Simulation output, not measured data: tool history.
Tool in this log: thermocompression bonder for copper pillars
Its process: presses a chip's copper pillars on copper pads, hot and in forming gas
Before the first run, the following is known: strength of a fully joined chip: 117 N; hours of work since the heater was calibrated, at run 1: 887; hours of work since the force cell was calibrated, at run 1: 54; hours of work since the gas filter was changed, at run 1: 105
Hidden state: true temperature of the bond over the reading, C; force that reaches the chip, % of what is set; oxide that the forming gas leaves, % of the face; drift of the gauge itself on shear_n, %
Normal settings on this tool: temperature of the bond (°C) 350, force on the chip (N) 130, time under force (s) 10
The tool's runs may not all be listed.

run	hour	temperature of the bond (°C)	force on the chip (N)	time under force (s)	hours of work since the heater was calibrated	hours of work since the force cell was calibrated	hours of work since the gas filter was changed	force that shears a chip off (N)
1	0.0	350	130	10	887	54	105	64.2
2	10.0	350	130	10	891	58	109	63.5
3	18.7	350	130	10	895	61	113	64.9
4	24.5	350	130	20	897	64	115	79.2
5	31.1	350	130	20	900	67	118	79.3
6	42.4	350	130	20	905	71	122	79.1
7	50.4	350	86	10	908	74	126	47.1
8	63.1	350	86	10	913	80	131	47.1
9	73.0	350	130	6	917	84	135	53.6
10	85.5	350	130	6	922	89	140	53.5
# hour 88.6: heater calibrated with a thermocouple chip
11	98.9	350	130	6	4	93	145	55.4
12	107.5	350	130	6	8	97	148	54.7
13	113.7	350	130	6	10	99	151	54.6
14	119.6	353	130	10	13	102	153	65.8
15	125.2	350	130	15	15	104	155	73.9
16	131.0	348	129	10	17	106	158	63.4
17	136.7	329	130	10	20	109	160	55.6
# hour 150.1: heater calibrated with a thermocouple chip, once more
18	150.1	329	130	10	0	113	165	50.9
19	162.8	326	179	25	5	118	170	80.6
20	172.1	337	114	25	9	122	173	67.4
21	179.7	358	137	10	12	125	177	67.1
22	187.7	374	130	11	15	129	180	74.7
23	198.3	374	130	11	20	133	184	73.3
24	211.3	323	83	5	25	138	189	24.3
25	218.4	364	165	10	28	141	192	77.0
26	223.9	349	130	13	30	143	195	66.8
27	235.3	349	130	13	35	148	199	65.9
28	242.9	349	130	13	38	151	202	67.5
29	253.6	361	130	10	42	155	207	66.9
30	263.4	361	130	10	46	159	211	66.0

5 options for the next run, each taken on its own from the tool as it stands now. Forecast them:
A	273.2	361	81	10	50	163	215	?
B	273.2	350	122	10	50	163	215	?
C	273.2	373	163	7	50	163	215	?
D	273.2	350	111	30	50	163	215	?
E	273.2	364	130	10	50	163	215	?

run	force that shears a chip off (N)
A	46.9
B	59.6
C	73.9
D	77.8
E	68.9
Without the tool's unlogged condition, the same runs would have read:
run	force that shears a chip off (N)
A	47.8
B	60.8
C	75.7
D	79.6
E	70.4
